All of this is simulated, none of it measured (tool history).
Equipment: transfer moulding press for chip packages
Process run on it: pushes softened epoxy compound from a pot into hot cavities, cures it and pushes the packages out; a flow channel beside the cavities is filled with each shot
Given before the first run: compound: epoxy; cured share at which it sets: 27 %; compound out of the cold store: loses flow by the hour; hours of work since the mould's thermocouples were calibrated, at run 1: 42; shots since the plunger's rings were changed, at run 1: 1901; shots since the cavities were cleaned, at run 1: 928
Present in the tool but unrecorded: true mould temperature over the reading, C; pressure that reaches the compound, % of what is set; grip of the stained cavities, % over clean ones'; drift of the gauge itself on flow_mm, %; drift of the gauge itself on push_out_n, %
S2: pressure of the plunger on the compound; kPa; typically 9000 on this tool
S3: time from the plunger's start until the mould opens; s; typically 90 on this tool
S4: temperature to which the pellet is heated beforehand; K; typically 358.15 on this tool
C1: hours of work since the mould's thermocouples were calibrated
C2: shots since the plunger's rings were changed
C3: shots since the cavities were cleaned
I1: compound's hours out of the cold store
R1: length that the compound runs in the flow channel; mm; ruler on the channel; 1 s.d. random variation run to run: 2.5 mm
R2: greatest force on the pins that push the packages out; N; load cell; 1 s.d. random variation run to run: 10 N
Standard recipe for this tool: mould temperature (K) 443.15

Run 1, hour 0: usual settings; C1 42; C2 1901; C3 928; I1 39.7. Result: R1 619 mm, R2 821 N.
At hour 11.3: cavities cleaned with cleaning compound and waxed.
Run 2, hour 13.2: usual settings but S2 9220 kPa; C1 48; C2 2008; C3 17; I1 39.2. Result: R1 626 mm, R2 484 N.
Run 3, hour 27.1: usual settings but S2 9220 kPa; C1 54; C2 2136; C3 145; I1 25.3. Result: R1 662 mm, R2 564 N.
Run 4, hour 38.2: usual settings but S2 9220 kPa; C1 60; C2 2238; C3 247; I1 25.5. Result: R1 665 mm, R2 610 N.
Run 5, hour 48: usual settings; C1 65; C2 2328; C3 337; I1 25.9. Result: R1 655 mm, R2 675 N.
Run 6, hour 56.7: usual settings; C1 69; C2 2408; C3 417; I1 13.2. Result: R1 692 mm, R2 715 N.
Run 7, hour 67.9: usual settings; C1 74; C2 2510; C3 519; I1 42.4. Result: R1 600 mm, R2 737 N.
Run 8, hour 80.1: usual settings; C1 80; C2 2623; C3 632; I1 41.2. Result: R1 608 mm, R2 763 N.
At hour 82.9: mould's thermocouples calibrated.
Run 9, hour 95.4: usual settings but mould temperature (K) 439.15, S2 8550 kPa, S3 128 s, S4 356.15 K; C1 6; C2 2745; C3 754; I1 24.7. Result: R1 646 mm, R2 691 N.
Run 10, hour 111.1: usual settings but mould temperature (K) 439.15, S2 8550 kPa, S3 128 s, S4 356.15 K; C1 14; C2 2889; C3 898; I1 18.5. Result: R1 665 mm, R2 687 N.

What will run 11 give?
At hour 118.8: mould's thermocouples calibrated, once more.
Run 11, hour 125.6: usual settings but mould temperature (K) 439.15, S2 8550 kPa, S3 128 s, S4 356.15 K; C1 3; C2 3004; C3 1013; I1 34.1. Result: R1 ?, R2 ?.

{"run 11": {"R1": 615, "R2": 741}}
The same run, on a tool lacking any hidden state, would have yielded R1 656 mm, R2 411 N.
